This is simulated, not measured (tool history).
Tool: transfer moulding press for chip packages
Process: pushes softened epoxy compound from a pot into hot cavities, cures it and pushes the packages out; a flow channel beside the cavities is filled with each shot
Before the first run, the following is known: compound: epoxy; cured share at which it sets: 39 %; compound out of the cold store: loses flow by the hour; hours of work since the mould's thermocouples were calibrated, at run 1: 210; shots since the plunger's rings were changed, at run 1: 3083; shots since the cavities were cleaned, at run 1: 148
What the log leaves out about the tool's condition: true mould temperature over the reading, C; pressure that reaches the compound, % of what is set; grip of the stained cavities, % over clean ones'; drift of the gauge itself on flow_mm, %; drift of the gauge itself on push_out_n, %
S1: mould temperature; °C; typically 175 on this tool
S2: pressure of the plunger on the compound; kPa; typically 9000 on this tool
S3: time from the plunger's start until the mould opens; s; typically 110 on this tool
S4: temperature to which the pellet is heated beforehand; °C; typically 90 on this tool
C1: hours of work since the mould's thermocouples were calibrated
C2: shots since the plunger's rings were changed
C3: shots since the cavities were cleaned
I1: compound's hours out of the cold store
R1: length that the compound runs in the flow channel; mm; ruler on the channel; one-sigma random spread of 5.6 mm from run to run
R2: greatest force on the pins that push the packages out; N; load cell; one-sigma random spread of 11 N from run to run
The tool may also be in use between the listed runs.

run    hour   S1     S2   S3   S4   C1    C2   C3    I1   R1    R2
  1     0.0  175   9000  110   90  210  3083  148  12.9  548   628
  2    42.8  175  10690  110   90  234  3487  552  22.1  562   779
       48.6  -- cavities cleaned with cleaning compound and waxed
  3    91.0  175   9000  110   90  260  3929  401  42.0  489   743
      109.5  -- cavities cleaned with cleaning compound and waxed
  4   132.9  175   9000  110   90  283  4311  221  20.5  521   654
      174.8  -- cavities cleaned with cleaning compound and waxed
  5   200.0  175   9000  110   90  320  4931  238  26.8  508   701
  6   233.7  175   9000  110   90  339  5249  556  11.1  539   804
      242.4  -- cavities cleaned with cleaning compound and waxed
      295.7  -- plunger's sealing rings changed
  7   302.4  175   9000  110   90  376    64  544  43.3  506   787
      308.3  -- cavities cleaned with cleaning compound and waxed
      369.5  -- cavities cleaned with cleaning compound and waxed
  8   371.2  175   9130  110   90  413   686   16  23.5  553   527
      433.9  -- cavities cleaned with cleaning compound and waxed
  9   444.3  175   9130  110   90  454  1362   98  42.9  514   568
 10   479.6  175   9130  110   90  474  1696  432  29.9  532   767
      499.1  -- cavities cleaned with cleaning compound and waxed
 11   544.5  175   9130  110   90  510  2296  430  44.4  488   771
      563.9  -- cavities cleaned with cleaning compound and waxed
 12   593.6  175   9130  110   90  536  2746  281  32.9  520   711
      625.6  -- cavities cleaned with cleaning compound and waxed
 13   635.0  175   9000  115   90  559  3123   89  21.4  533   556
      671.2  -- mould's thermocouples calibrated
 14   679.7  175   9000  115   90    5  3527  493  47.3  476   755
      692.7  -- cavities cleaned with cleaning compound and waxed
 15   717.4  175   6890  119   90   25  3869  234  37.4  437   646
      754.6  -- cavities cleaned with cleaning compound and waxed
 16   756.1  175   8920  106   87   46  4221   14  22.8  515   577
 17   790.8  175   8920  106   87   66  4548  341  41.1  472   796
      817.0  -- cavities cleaned with cleaning compound and waxed
      845.3  -- mould's thermocouples calibrated, once more
 18   872.3  177   9710  150   90   15  5286  504  36.2  489   700
      884.0  -- cavities cleaned with cleaning compound and waxed
      929.7  -- plunger's sealing rings changed
      947.5  -- cavities cleaned with cleaning compound and waxed
 19   951.6  174   9000  110   81   57   193   39   8.2  591   591
     1013.2  -- cavities cleaned with cleaning compound and waxed
 20  1015.2  181   9000  124   81   92   780   19  41.9  496   453
 21  1047.1  169   6930  110   90  110  1081  320  14.9  516  1016
     1076.8  -- cavities cleaned with cleaning compound and waxed
 22  1117.1  169   6930  110   90  149  1729  381  23.7  483  1039
     1137.6  -- cavities cleaned with cleaning compound and waxed
 23  1170.5  175   8340  115   90  178  2219  310  29.8  509   716
     1201.4  -- cavities cleaned with cleaning compound and waxed
 24  1214.7  172   8340  142   90  203  2623  125  42.5  479   571
     1267.0  -- cavities cleaned with cleaning compound and waxed
 25  1290.8  172   8340  142   90  245  3329  225   9.3  544   593
     1332.8  -- cavities cleaned with cleaning compound and waxed
 26  1365.3  172   8340  142   90  286  4019  307  34.8  477   652
     1394.0  -- cavities cleaned with cleaning compound and waxed
 27  1420.0  175   9500  125  100  316  4522  246  43.1  482   612

What differs in the tool's unlogged condition from the final listed run ahead of each entry between runs to the first listed run following it?
After run 2, before run 3: cavities cleaned with cleaning compound and waxed (hour 48.6)
  true mould temperature over the reading, C: -0.06 -> -0.12; pressure that reaches the compound, % of what is set: 87.26 -> 85.72; grip of the stained cavities, % over clean ones': 61.3 -> 52.6
  measured less the result without the state, R1: -40 -> -38 mm; R2: +299 -> +257 N
After run 3, before run 4: cavities cleaned with cleaning compound and waxed (hour 109.5)
  true mould temperature over the reading, C: -0.12 -> -0.16; pressure that reaches the compound, % of what is set: 85.72 -> 84.49; grip of the stained cavities, % over clean ones': 52.6 -> 34.3
  measured less the result without the state, R1: -38 -> -45 mm; R2: +257 -> +171 N
After run 4, before run 5: cavities cleaned with cleaning compound and waxed (hour 174.8)
  true mould temperature over the reading, C: -0.16 -> -0.23; pressure that reaches the compound, % of what is set: 84.49 -> 82.4; grip of the stained cavities, % over clean ones': 34.3 -> 40.1
  measured less the result without the state, R1: -45 -> -51 mm; R2: +171 -> +205 N
After run 6, before run 7: cavities cleaned with cleaning compound and waxed (hour 242.4); plunger's sealing rings changed (hour 295.7)
  true mould temperature over the reading, C: -0.28 -> -0.34; pressure that reaches the compound, % of what is set: 81.24 -> 99.57; grip of the stained cavities, % over clean ones': 60.6 -> 59.1
  measured less the result without the state, R1: -58 -> +0 mm; R2: +309 -> +298 N
After run 7, before run 8: cavities cleaned with cleaning compound and waxed (hour 308.3); cavities cleaned with cleaning compound and waxed (hour 369.5)
  true mould temperature over the reading, C: -0.34 -> -0.41; pressure that reaches the compound, % of what is set: 99.57 -> 97.56; grip of the stained cavities, % over clean ones': 59.1 -> 5.1
  measured less the result without the state, R1: +0 -> -5 mm; R2: +298 -> +33 N
After run 8, before run 9: cavities cleaned with cleaning compound and waxed (hour 433.9)
  true mould temperature over the reading, C: -0.41 -> -0.49; pressure that reaches the compound, % of what is set: 97.56 -> 95.14; grip of the stained cavities, % over clean ones': 5.1 -> 18.6
  measured less the result without the state, R1: -5 -> -12 mm; R2: +33 -> +96 N
After run 10, before run 11: cavities cleaned with cleaning compound and waxed (hour 499.1)
  true mould temperature over the reading, C: -0.53 -> -0.6; pressure that reaches the compound, % of what is set: 94.17 -> 92.3; grip of the stained cavities, % over clean ones': 51.5 -> 53.7
  measured less the result without the state, R1: -14 -> -19 mm; R2: +268 -> +275 N
After run 11, before run 12: cavities cleaned with cleaning compound and waxed (hour 563.9)
  true mould temperature over the reading, C: -0.6 -> -0.66; pressure that reaches the compound, % of what is set: 92.3 -> 90.6; grip of the stained cavities, % over clean ones': 53.7 -> 40.5
  measured less the result without the state, R1: -19 -> -25 mm; R2: +275 -> +215 N
After run 12, before run 13: cavities cleaned with cleaning compound and waxed (hour 625.6)
  true mould temperature over the reading, C: -0.66 -> -0.7; pressure that reaches the compound, % of what is set: 90.6 -> 89.22; grip of the stained cavities, % over clean ones': 40.5 -> 17.7
  measured less the result without the state, R1: -25 -> -29 mm; R2: +215 -> +92 N
After run 13, before run 14: mould's thermocouples calibrated (hour 671.2)
  true mould temperature over the reading, C: -0.7 -> -1; pressure that reaches the compound, % of what is set: 89.22 -> 87.91; grip of the stained cavities, % over clean ones': 17.7 -> 57.6
  measured less the result without the state, R1: -29 -> -29 mm; R2: +92 -> +287 N
After run 14, before run 15: cavities cleaned with cleaning compound and waxed (hour 692.7)
  true mould temperature over the reading, C: -1 -> -1.05; pressure that reaches the compound, % of what is set: 87.91 -> 86.65; grip of the stained cavities, % over clean ones': 57.6 -> 36.5
  measured less the result without the state, R1: -29 -> -29 mm; R2: +287 -> +181 N
After run 15, before run 16: cavities cleaned with cleaning compound and waxed (hour 754.6)
  true mould temperature over the reading, C: -1.05 -> -1.09; pressure that reaches the compound, % of what is set: 86.65 -> 85.38; grip of the stained cavities, % over clean ones': 36.5 -> 6.6
  measured less the result without the state, R1: -29 -> -39 mm; R2: +181 -> +59 N
After run 17, before run 18: cavities cleaned with cleaning compound and waxed (hour 817.0); mould's thermocouples calibrated, once more (hour 845.3)
  true mould temperature over the reading, C: -1.13 -> -0.17; pressure that reaches the compound, % of what is set: 84.21 -> 81.88; grip of the stained cavities, % over clean ones': 48 -> 56.7
  measured less the result without the state, R1: -39 -> -50 mm; R2: +278 -> +254 N
After run 18, before run 19: cavities cleaned with cleaning compound and waxed (hour 884.0); plunger's sealing rings changed (hour 929.7); cavities cleaned with cleaning compound and waxed (hour 947.5)
  true mould temperature over the reading, C: -0.17 -> -0.26; pressure that reaches the compound, % of what is set: 81.88 -> 99.07; grip of the stained cavities, % over clean ones': 56.7 -> 11.5
  measured less the result without the state, R1: -50 -> -2 mm; R2: +254 -> +67 N
After run 19, before run 20: cavities cleaned with cleaning compound and waxed (hour 1013.2)
  true mould temperature over the reading, C: -0.26 -> -0.33; pressure that reaches the compound, % of what is set: 99.07 -> 96.82; grip of the stained cavities, % over clean ones': 11.5 -> 4.2
  measured less the result without the state, R1: -2 -> -7 mm; R2: +67 -> +19 N
After run 21, before run 22: cavities cleaned with cleaning compound and waxed (hour 1076.8)
  true mould temperature over the reading, C: -0.36 -> -0.44; pressure that reaches the compound, % of what is set: 95.82 -> 93.56; grip of the stained cavities, % over clean ones': 44.3 -> 52.3
  measured less the result without the state, R1: -10 -> -15 mm; R2: +329 -> +376 N
After run 22, before run 23: cavities cleaned with cleaning compound and waxed (hour 1137.6)
  true mould temperature over the reading, C: -0.44 -> -0.5; pressure that reaches the compound, % of what is set: 93.56 -> 92.07; grip of the stained cavities, % over clean ones': 52.3 -> 43.5
  measured less the result without the state, R1: -15 -> -20 mm; R2: +376 -> +222 N
After run 23, before run 24: cavities cleaned with cleaning compound and waxed (hour 1201.4)
  true mould temperature over the reading, C: -0.5 -> -0.54; pressure that reaches the compound, % of what is set: 92.07 -> 90.79; grip of the stained cavities, % over clean ones': 43.5 -> 24.5
  measured less the result without the state, R1: -20 -> -22 mm; R2: +222 -> +115 N
After run 24, before run 25: cavities cleaned with cleaning compound and waxed (hour 1267.0)
  true mould temperature over the reading, C: -0.54 -> -0.62; pressure that reaches the compound, % of what is set: 90.79 -> 88.57; grip of the stained cavities, % over clean ones': 24.5 -> 35.6
  measured less the result without the state, R1: -22 -> -32 mm; R2: +115 -> +160 N
After run 25, before run 26: cavities cleaned with cleaning compound and waxed (hour 1332.8)
  true mould temperature over the reading, C: -0.62 -> -0.7; pressure that reaches the compound, % of what is set: 88.57 -> 86.19; grip of the stained cavities, % over clean ones': 35.6 -> 43.8
  measured less the result without the state, R1: -32 -> -35 mm; R2: +160 -> +202 N
After run 26, before run 27: cavities cleaned with cleaning compound and waxed (hour 1394.0)
  true mould temperature over the reading, C: -0.7 -> -0.76; pressure that reaches the compound, % of what is set: 86.19 -> 84.48; grip of the stained cavities, % over clean ones': 43.8 -> 38.3
  measured less the result without the state, R1: -35 -> -40 mm; R2: +202 -> +176 N
